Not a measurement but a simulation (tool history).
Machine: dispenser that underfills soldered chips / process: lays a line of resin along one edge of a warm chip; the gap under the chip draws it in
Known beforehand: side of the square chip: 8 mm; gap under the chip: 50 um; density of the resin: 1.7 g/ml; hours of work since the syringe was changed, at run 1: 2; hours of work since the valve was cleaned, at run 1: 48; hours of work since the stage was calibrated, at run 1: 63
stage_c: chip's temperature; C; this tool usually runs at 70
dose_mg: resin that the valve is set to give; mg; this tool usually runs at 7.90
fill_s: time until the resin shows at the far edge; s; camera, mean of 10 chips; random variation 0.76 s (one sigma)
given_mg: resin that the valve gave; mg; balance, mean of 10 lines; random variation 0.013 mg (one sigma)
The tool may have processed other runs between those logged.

| run | hour | stage_c | dose_mg | hours of work since the syringe was changed | hours of work since the valve was cleaned | hours of work since the stage was calibrated | fill_s | given_mg |
|---|---|---|---|---|---|---|---|---|
| 1 | 0.0 | 70 | 7.90 | 2 | 48 | 63 | 81.2 | 7.77 |
|  | 6.6 | new syringe of resin |
| 2 | 13.1 | 70 | 7.90 | 5 | 58 | 73 | 97.4 | 7.73 |
|  | 15.2 | new syringe of resin |
|  | 23.7 | new syringe of resin |
| 3 | 23.9 | 70 | 9.83 | 0 | 66 | 81 | 68.9 | 9.61 |
|  | 32.4 | new syringe of resin |
|  | 33.4 | dispensing valve cleaned and set on the balance |
| 4 | 39.3 | 70 | 9.83 | 5 | 5 | 92 | 92.1 | 9.81 |
|  | 42.0 | new syringe of resin |
| 5 | 47.5 | 68 | 9.83 | 4 | 11 | 98 | 93.4 | 9.77 |
|  | 51.2 | new syringe of resin |
| 6 | 56.1 | 68 | 9.83 | 4 | 18 | 105 | 91.6 | 9.74 |
|  | 61.0 | new syringe of resin |
|  | 70.3 | new syringe of resin |
| 7 | 71.7 | 68 | 9.83 | 1 | 29 | 117 | 76.5 | 9.69 |
|  | 79.0 | new syringe of resin |
| 8 | 83.6 | 68 | 9.83 | 4 | 39 | 126 | 89.3 | 9.66 |
|  | 87.9 | new syringe of resin |
| 9 | 91.7 | 70 | 8.18 | 3 | 45 | 132 | 83.0 | 8.05 |
|  | 96.4 | new syringe of resin |
| 10 | 100.0 | 70 | 8.18 | 3 | 51 | 138 | 81.3 | 8.02 |
|  | 105.3 | new syringe of resin |
| 11 | 112.3 | 70 | 8.18 | 6 | 61 | 148 | 96.1 | 7.97 |
|  | 114.2 | new syringe of resin |
|  | 123.4 | new syringe of resin |
| 12 | 123.7 | 70 | 8.18 | 0 | 69 | 157 | 69.4 | 7.96 |
|  | 129.8 | dispensing valve cleaned and set on the balance |
|  | 133.5 | new syringe of resin |
| 13 | 141.1 | 70 | 7.90 | 6 | 9 | 169 | 99.0 | 7.89 |
|  | 142.9 | new syringe of resin |
|  | 151.5 | new syringe of resin |
| 14 | 151.5 | 70 | 7.90 | 0 | 16 | 177 | 67.1 | 7.88 |
|  | 160.7 | new syringe of resin |
| 15 | 162.0 | 82 | 7.31 | 1 | 25 | 185 | 51.2 | 7.25 |
|  | 169.6 | new syringe of resin |
| 16 | 171.1 | 82 | 7.31 | 1 | 32 | 192 | 51.6 | 7.23 |
|  | 179.4 | new syringe of resin |
| 17 | 183.8 | 62 | 7.35 | 4 | 41 | 202 | 108.2 | 7.24 |
|  | 188.5 | new syringe of resin |
| 18 | 191.3 | 73 | 6.95 | 2 | 47 | 208 | 72.2 | 6.84 |
|  | 197.8 | new syringe of resin |
|  | 207.0 | new syringe of resin |
| 19 | 208.7 | 73 | 6.95 | 1 | 60 | 221 | 68.6 | 6.81 |
|  | 215.6 | new syringe of resin |
| 20 | 216.4 | 73 | 6.95 | 1 | 66 | 227 | 66.4 | 6.79 |
|  | 224.9 | new syringe of resin |
|  | 225.9 | dispensing valve cleaned and set on the balance |
| 21 | 234.0 | 59 | 10.24 | 6 | 6 | 240 | 138.1 | 10.24 |
|  | 235.0 | new syringe of resin |
|  | 244.1 | new syringe of resin |
| 22 | 245.8 | 81 | 7.21 | 1 | 15 | 249 | 51.6 | 7.18 |
|  | 253.3 | new syringe of resin |
| 23 | 258.9 | 78 | 10.18 | 4 | 25 | 259 | 67.0 | 10.12 |
|  | 262.3 | new syringe of resin |
|  | 271.9 | new syringe of resin |
| 24 | 273.6 | 81 | 9.81 | 1 | 37 | 270 | 51.0 | 9.67 |
|  | 281.9 | new syringe of resin |
| 25 | 288.6 | 81 | 9.81 | 5 | 48 | 282 | 64.8 | 9.65 |
|  | 291.0 | new syringe of resin |
|  | 300.9 | new syringe of resin |
| 26 | 304.6 | 56 | 8.32 | 3 | 60 | 294 | 124.9 | 8.13 |

Below are 4 alternative next runs, each starting from the tool's condition after run 26. Predict each:
|  | 310.4 | new syringe of resin |
| A | 318.2 | 62 | 7.90 | 6 | 71 | 304 | ? | ? |
|  | 310.4 | new syringe of resin |
| B | 318.2 | 70 | 7.23 | 6 | 71 | 304 | ? | ? |
|  | 310.4 | new syringe of resin |
| C | 318.2 | 58 | 7.56 | 6 | 71 | 304 | ? | ? |
|  | 310.4 | new syringe of resin |
| D | 318.2 | 75 | 7.60 | 6 | 71 | 304 | ? | ? |

| run | fill_s | given_mg |
|---|---|---|
| A | 125.8 | 7.68 |
| B | 96.5 | 7.01 |
| C | 145.2 | 7.36 |
| D | 82.5 | 7.43 |
Without the tool's unlogged condition, the same runs would have read:
| run | fill_s | given_mg |
|---|---|---|
| A | 91.8 | 7.88 |
| B | 70.1 | 7.19 |
| C | 106.2 | 7.55 |
| D | 59.8 | 7.63 |

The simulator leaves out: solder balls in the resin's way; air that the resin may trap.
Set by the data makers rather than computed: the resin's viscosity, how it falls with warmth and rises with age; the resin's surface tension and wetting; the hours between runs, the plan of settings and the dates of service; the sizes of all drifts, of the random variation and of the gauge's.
